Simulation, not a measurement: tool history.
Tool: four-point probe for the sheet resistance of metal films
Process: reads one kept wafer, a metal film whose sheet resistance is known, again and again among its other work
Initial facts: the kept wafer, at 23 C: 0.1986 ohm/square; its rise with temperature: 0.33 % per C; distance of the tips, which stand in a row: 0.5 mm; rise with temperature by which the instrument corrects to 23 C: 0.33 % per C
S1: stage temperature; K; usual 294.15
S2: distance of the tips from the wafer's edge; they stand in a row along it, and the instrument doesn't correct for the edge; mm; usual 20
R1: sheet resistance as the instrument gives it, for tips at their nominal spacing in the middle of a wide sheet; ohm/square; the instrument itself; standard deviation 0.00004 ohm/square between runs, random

| run | hour | S1 | S2 | R1 |
|---|---|---|---|---|
| 1 | 0.0 | 294.15 | 20 | 0.196351 |
| 2 | 88.1 | 294.15 | 20 | 0.196331 |
|  | 154.7 | new probe head fitted |
| 3 | 160.0 | 302.15 | 20 | 0.197694 |
| 4 | 225.5 | 302.15 | 20 | 0.197646 |
|  | 257.2 | stage's thermometer calibrated |
| 5 | 330.3 | 302.15 | 20 | 0.197783 |
| 6 | 384.0 | 294.15 | 20 | 0.197932 |
|  | 431.3 | stage's thermometer calibrated, once more |
| 7 | 496.9 | 294.15 | 11 | 0.197527 |
| 8 | 548.2 | 294.15 | 30 | 0.197293 |
| 9 | 657.3 | 294.15 | 20 | 0.197242 |
| 10 | 717.8 | 294.15 | 20 | 0.197222 |
| 11 | 780.3 | 293.15 | 20 | 0.197218 |
| 12 | 840.7 | 293.15 | 20 | 0.197133 |
| 13 | 918.1 | 293.15 | 20 | 0.197170 |
| 14 | 1025.2 | 293.15 | 20 | 0.197161 |
| 15 | 1110.2 | 293.15 | 20 | 0.197081 |
| 16 | 1211.2 | 294.15 | 21 | 0.196948 |
| 17 | 1301.1 | 298.15 | 20 | 0.196856 |
| 18 | 1386.7 | 291.15 | 20 | 0.196905 |
| 19 | 1498.8 | 292.15 | 20 | 0.196880 |
| 20 | 1567.1 | 303.15 | 20 | 0.196623 |
| 21 | 1633.9 | 303.15 | 20 | 0.196642 |
| 22 | 1748.9 | 303.15 | 20 | 0.196572 |
| 23 | 1802.5 | 303.15 | 20 | 0.196592 |
| 24 | 1901.9 | 294.15 | 41 | 0.196601 |
| 25 | 2010.3 | 301.15 | 13 | 0.196586 |
| 26 | 2088.4 | 301.15 | 20 | 0.196394 |
| 27 | 2199.6 | 293.15 | 17 | 0.196502 |
| 28 | 2303.0 | 294.15 | 15 | 0.196483 |
| 29 | 2354.7 | 299.15 | 25 | 0.196342 |
| 30 | 2440.9 | 292.15 | 55 | 0.196390 |
| 31 | 2509.7 | 298.15 | 20 | 0.196403 |
| 32 | 2601.9 | 298.15 | 20 | 0.196226 |
| 33 | 2710.3 | 298.15 | 20 | 0.196174 |
|  | 2722.3 | stage's thermometer calibrated |
| 34 | 2829.8 | 298.15 | 45 | 0.195757 |
| 35 | 2899.2 | 296.15 | 10 | 0.195972 |
| 36 | 2959.8 | 293.15 | 4 | 0.197385 |
| 37 | 3074.0 | 293.15 | 4 | 0.197358 |
| 38 | 3168.5 | 293.15 | 4 | 0.197301 |
| 39 | 3243.0 | 295.15 | 45 | 0.195619 |
| 40 | 3349.7 | 295.15 | 45 | 0.195514 |
| 41 | 3419.4 | 295.15 | 45 | 0.195501 |
| 42 | 3527.8 | 306.15 | 9 | 0.195655 |
| 43 | 3589.4 | 297.15 | 6 | 0.196089 |
| 44 | 3697.6 | 294.15 | 10 | 0.195699 |

Consider 5 possible next runs. They are alternatives, not a sequence: every one starts from the tool as it was left by run 44. What does each give?
| A | 3767.0 | 291.15 | 8 | ? |
| B | 3767.0 | 295.15 | 73 | ? |
| C | 3767.0 | 294.15 | 3 | ? |
| D | 3767.0 | 292.15 | 5 | ? |
| E | 3767.0 | 306.15 | 12 | ? |

| run | R1 |
|---|---|
| A | 0.195776 |
| B | 0.195268 |
| C | 0.198216 |
| D | 0.196442 |
| E | 0.195346 |
With no hidden state in the tool, these same runs would have given:
| run | R1 |
|---|---|
| A | 0.199082 |
| B | 0.198567 |
| C | 0.201561 |
| D | 0.199758 |
| E | 0.198652 |

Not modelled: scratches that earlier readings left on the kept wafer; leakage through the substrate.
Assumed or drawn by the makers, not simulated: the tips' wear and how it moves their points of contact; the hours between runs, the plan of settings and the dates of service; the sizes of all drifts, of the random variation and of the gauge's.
